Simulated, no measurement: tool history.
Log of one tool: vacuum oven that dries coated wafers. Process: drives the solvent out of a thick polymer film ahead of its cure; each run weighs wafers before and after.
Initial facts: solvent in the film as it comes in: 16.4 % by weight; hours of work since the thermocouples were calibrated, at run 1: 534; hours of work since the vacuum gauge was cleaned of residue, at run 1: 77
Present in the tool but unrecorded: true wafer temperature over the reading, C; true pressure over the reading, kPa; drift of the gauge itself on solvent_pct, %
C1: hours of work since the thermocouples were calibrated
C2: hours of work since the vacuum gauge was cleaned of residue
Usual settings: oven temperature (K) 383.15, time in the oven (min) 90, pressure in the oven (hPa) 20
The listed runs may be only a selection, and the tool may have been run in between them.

Run 1, day 0: usual settings; C1 534; C2 77. Result: solvent left in the film (%) 2.01.
Run 2, day 0.488: usual settings but oven temperature (K) 396.15; C1 541; C2 83. Result: solvent left in the film (%) 0.85.
Run 3, day 0.971: usual settings but oven temperature (K) 396.15; C1 547; C2 90. Result: solvent left in the film (%) 0.87.
Run 4, day 1.496: usual settings; C1 554; C2 96. Result: solvent left in the film (%) 2.02.
Run 5, day 1.775: usual settings; C1 558; C2 100. Result: solvent left in the film (%) 2.
Run 6, day 2.088: usual settings; C1 562; C2 104. Result: solvent left in the film (%) 2.01.
Run 7, day 2.612: usual settings but pressure in the oven (hPa) 13.7; C1 569; C2 111. Result: solvent left in the film (%) 1.72.
Run 8, day 3.029: usual settings but pressure in the oven (hPa) 13.7; C1 574; C2 116. Result: solvent left in the film (%) 1.72.
Run 9, day 3.533: usual settings but oven temperature (K) 395.15; C1 581; C2 123. Result: solvent left in the film (%) 0.9.
Run 10, day 3.925: usual settings but oven temperature (K) 395.15, pressure in the oven (hPa) 66.5; C1 586; C2 128. Result: solvent left in the film (%) 2.49.
Run 11, day 4.333: usual settings; C1 591; C2 133. Result: solvent left in the film (%) 2.03.
Run 12, day 4.633: usual settings; C1 595; C2 137. Result: solvent left in the film (%) 2.03.
Run 13, day 4.917: usual settings; C1 599; C2 141. Result: solvent left in the film (%) 2.03.
Run 14, day 5.333: usual settings but oven temperature (K) 387.15; C1 604; C2 147. Result: solvent left in the film (%) 1.52.
Run 15, day 5.571: usual settings but oven temperature (K) 387.15; C1 607; C2 150. Result: solvent left in the film (%) 1.52.
Run 16, day 5.854: usual settings but oven temperature (K) 387.15; C1 611; C2 153. Result: solvent left in the film (%) 1.54.
Run 17, day 6.262: usual settings but oven temperature (K) 387.15; C1 616; C2 159. Result: solvent left in the film (%) 1.54.
Run 18, day 6.546: usual settings but time in the oven (min) 123; C1 620; C2 162. Result: solvent left in the film (%) 1.43.
Run 19, day 7.017: usual settings; C1 626; C2 169. Result: solvent left in the film (%) 2.05.
Run 20, day 7.283: usual settings; C1 630; C2 172. Result: solvent left in the film (%) 2.
Run 21, day 7.517: usual settings; C1 633; C2 175. Result: solvent left in the film (%) 2.03.
Run 22, day 7.917: usual settings; C1 638; C2 180. Result: solvent left in the film (%) 2.03.
Run 23, day 8.175: usual settings; C1 641; C2 184. Result: solvent left in the film (%) 2.02.
Run 24, day 8.546: usual settings; C1 646; C2 189. Result: solvent left in the film (%) 2.03.
Run 25, day 8.871: usual settings but oven temperature (K) 386.15, time in the oven (min) 80, pressure in the oven (hPa) 64.2; C1 650; C2 193. Result: solvent left in the film (%) 3.82.
Run 26, day 9.417: usual settings but time in the oven (min) 85, pressure in the oven (hPa) 25.2; C1 657; C2 200. Result: solvent left in the film (%) 2.45.
Run 27, day 9.883: usual settings but time in the oven (min) 85, pressure in the oven (hPa) 25.2; C1 664; C2 206. Result: solvent left in the film (%) 2.42.
At day 10: vacuum gauge cleaned of residue and calibrated.
Run 28, day 10.254: usual settings but time in the oven (min) 85, pressure in the oven (hPa) 25.2; C1 668; C2 3. Result: solvent left in the film (%) 2.45.
Run 29, day 10.758: usual settings but oven temperature (K) 390.15, time in the oven (min) 78, pressure in the oven (hPa) 16.7; C1 674; C2 10. Result: solvent left in the film (%) 1.37.
Run 30, day 11.208: usual settings but time in the oven (min) 63, pressure in the oven (hPa) 12.4; C1 680; C2 16. Result: solvent left in the film (%) 2.81.
Run 31, day 11.446: usual settings but oven temperature (K) 373.15, time in the oven (min) 63, pressure in the oven (hPa) 12.4; C1 683; C2 19. Result: solvent left in the film (%) 4.96.
Run 32, day 11.783: usual settings but oven temperature (K) 374.15, time in the oven (min) 59, pressure in the oven (hPa) 44.4; C1 688; C2 23. Result: solvent left in the film (%) 6.67.
Run 33, day 12.121: usual settings but oven temperature (K) 382.15, time in the oven (min) 49, pressure in the oven (hPa) 54.5; C1 692; C2 28. Result: solvent left in the film (%) 5.8.
Run 34, day 12.367: usual settings but oven temperature (K) 382.15, time in the oven (min) 49, pressure in the oven (hPa) 54.5; C1 695; C2 31. Result: solvent left in the film (%) 5.82.

Expected results for the next run?
Run 35, day 12.754: usual settings but oven temperature (K) 382.15, time in the oven (min) 49, pressure in the oven (hPa) 54.5; C1 700; C2 36. Result: solvent left in the film (%) ?.

{"run 35": {"solvent left in the film (%)": 5.81}}
On a tool with no hidden condition, and with the same random variation, this run would have come out at solvent left in the film (%) 6.01.
